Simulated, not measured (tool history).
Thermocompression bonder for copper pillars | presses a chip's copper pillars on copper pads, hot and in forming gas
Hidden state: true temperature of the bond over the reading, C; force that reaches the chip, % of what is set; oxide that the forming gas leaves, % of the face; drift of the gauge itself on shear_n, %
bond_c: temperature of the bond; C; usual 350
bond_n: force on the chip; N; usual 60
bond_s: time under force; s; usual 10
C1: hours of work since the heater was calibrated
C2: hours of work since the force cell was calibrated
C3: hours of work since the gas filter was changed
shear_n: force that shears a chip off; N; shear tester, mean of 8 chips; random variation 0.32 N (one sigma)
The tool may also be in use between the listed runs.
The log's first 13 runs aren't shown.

Run 14, hour 292.2: usual settings but bond_s 24 s; C1 327; C2 70; C3 202. Result: shear_n 72.6 N.
Run 15, hour 313.1: usual settings but bond_c 362 C; C1 339; C2 83; C3 215. Result: shear_n 58.3 N.
Run 16, hour 326.9: usual settings but bond_c 362 C; C1 348; C2 92; C3 223. Result: shear_n 58.9 N.
Run 17, hour 341.4: usual settings but bond_c 344 C; C1 357; C2 101; C3 232. Result: shear_n 49.6 N.
Run 18, hour 353.9: usual settings but bond_n 36 N; C1 364; C2 108; C3 240. Result: shear_n 33.1 N.
At hour 365.6: forming gas filter changed.
Run 19, hour 381.6: usual settings but bond_c 351 C, bond_n 37 N, bond_s 5 s; C1 381; C2 125; C3 10. Result: shear_n 25.6 N.
Run 20, hour 401.6: usual settings but bond_c 378 C, bond_n 78 N, bond_s 14 s; C1 393; C2 137; C3 22. Result: shear_n 92.4 N.
Run 21, hour 420.8: usual settings but bond_n 81 N, bond_s 12 s; C1 405; C2 149; C3 34. Result: shear_n 74.4 N.
Run 22, hour 438.6: usual settings but bond_c 377 C, bond_n 53 N, bond_s 5 s; C1 416; C2 160; C3 45. Result: shear_n 47.3 N.
Run 23, hour 459.8: usual settings but bond_c 377 C, bond_n 36 N, bond_s 6 s; C1 429; C2 173; C3 58. Result: shear_n 36 N.
Run 24, hour 487.1: usual settings but bond_c 377 C, bond_n 36 N, bond_s 6 s; C1 446; C2 190; C3 75. Result: shear_n 35.5 N.
Run 25, hour 516.5: usual settings but bond_n 36 N, bond_s 14 s; C1 464; C2 208; C3 93. Result: shear_n 40.5 N.
Run 26, hour 540.4: usual settings but bond_c 330 C, bond_n 58 N; C1 479; C2 222; C3 107. Result: shear_n 44 N.
Run 27, hour 555: usual settings but bond_n 53 N; C1 487; C2 231; C3 116. Result: shear_n 48.9 N.
Run 28, hour 580.6: usual settings but bond_s 12 s; C1 503; C2 247; C3 132. Result: shear_n 58.4 N.
Run 29, hour 599.9: usual settings but bond_c 326 C, bond_n 45 N, bond_s 5 s; C1 515; C2 259; C3 144. Result: shear_n 24.4 N.
Run 30, hour 625.8: usual settings but bond_n 43 N, bond_s 7 s; C1 531; C2 275; C3 160. Result: shear_n 35.4 N.
Run 31, hour 650.6: usual settings but bond_c 324 C, bond_n 83 N, bond_s 7 s; C1 546; C2 290; C3 175. Result: shear_n 49.5 N.
Run 32, hour 678.2: usual settings but bond_c 324 C, bond_n 83 N, bond_s 7 s; C1 563; C2 307; C3 192. Result: shear_n 49.5 N.
Run 33, hour 691.5: usual settings but bond_c 336 C, bond_n 85 N, bond_s 11 s; C1 571; C2 315; C3 200. Result: shear_n 67.6 N.
Run 34, hour 709.1: usual settings but bond_c 369 C, bond_n 85 N, bond_s 11 s; C1 582; C2 326; C3 211. Result: shear_n 87.2 N.
Run 35, hour 737.2: usual settings but bond_c 357 C, bond_n 40 N, bond_s 26 s; C1 599; C2 343; C3 228. Result: shear_n 60.9 N.
Run 36, hour 757.2: usual settings but bond_c 334 C, bond_n 59 N; C1 612; C2 355; C3 240. Result: shear_n 47.5 N.

Forecast each of these 5 alternatives for the next run:
At hour 768.3: forming gas filter changed.
Run A, hour 783.7: usual settings but bond_c 377 C, bond_n 59 N, bond_s 17 s; C1 627; C2 371; C3 9. Result: shear_n ?.
At hour 768.3: forming gas filter changed.
Run B, hour 783.7: usual settings but bond_c 339 C, bond_n 45 N, bond_s 24 s; C1 627; C2 371; C3 9. Result: shear_n ?.
At hour 768.3: forming gas filter changed.
Run C, hour 783.7: usual settings but bond_s 13 s; C1 627; C2 371; C3 9. Result: shear_n ?.
At hour 768.3: forming gas filter changed.
Run D, hour 783.7: usual settings but bond_c 327 C, bond_n 69 N, bond_s 26 s; C1 627; C2 371; C3 9. Result: shear_n ?.
At hour 768.3: forming gas filter changed.
Run E, hour 783.7: usual settings but bond_c 320 C, bond_n 85 N, bond_s 17 s; C1 627; C2 371; C3 9. Result: shear_n ?.

run  shear_n
  A     84.7
  B     57.4
  C     63.3
  D     73.7
  E     70.4
Without the tool's hidden state the same runs would have given:
run  shear_n
  A     76.7
  B     50.2
  C     55.9
  D       65
  E     61.8
